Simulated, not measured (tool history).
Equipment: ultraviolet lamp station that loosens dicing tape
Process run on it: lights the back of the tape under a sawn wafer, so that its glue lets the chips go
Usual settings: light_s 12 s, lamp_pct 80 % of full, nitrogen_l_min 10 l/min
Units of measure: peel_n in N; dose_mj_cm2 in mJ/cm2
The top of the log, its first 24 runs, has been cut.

run,hour,light_s,lamp_pct,nitrogen_l_min,peel_n,dose_mj_cm2
25,1071,23,97,8,0.26,775
26,1098.2,23,97,8,0.272,774
27,1148.3,22,68,11,0.403,503
28,1174.7,9,80,7,1.152,241
29,1235.2,6,91,10,1.42,180
# hour 1258: window cleaned of glue's vapour
30,1295.1,6,91,10,1.281,193
31,1335.1,6,76,19,1.24,159
32,1372.9,11,76,13,0.741,287
33,1411.2,12,80,14,0.627,326
34,1445.8,12,80,14,0.653,319
# hour 1484.9: lamp changed
35,1490.9,12,80,14,0.433,434
36,1517,22,80,15,0.224,782
37,1543.2,19,76,4,0.453,629
38,1601.9,12,70,10,0.642,362
39,1649.8,12,70,10,0.644,360
40,1675.3,8,88,4,1.197,292
41,1704.1,8,66,4,1.55,216
42,1742.5,7,69,3,1.765,196
43,1774.5,22,69,4,0.498,609

Consider 3 possible next runs. They are alternatives, not a sequence: every one starts from the tool as it was left by run 43. What does each give?
A,1812.1,12,80,10,?,?
B,1812.1,22,69,4,?,?
C,1812.1,12,80,7,?,?

run,peel_n,dose_mj_cm2
A,0.594,371
B,0.516,589
C,0.694,373
Take away the tool's hidden state, keep each run's random variation, and the runs would have read:
run,peel_n,dose_mj_cm2
A,0.45,454
B,0.392,720
C,0.529,457
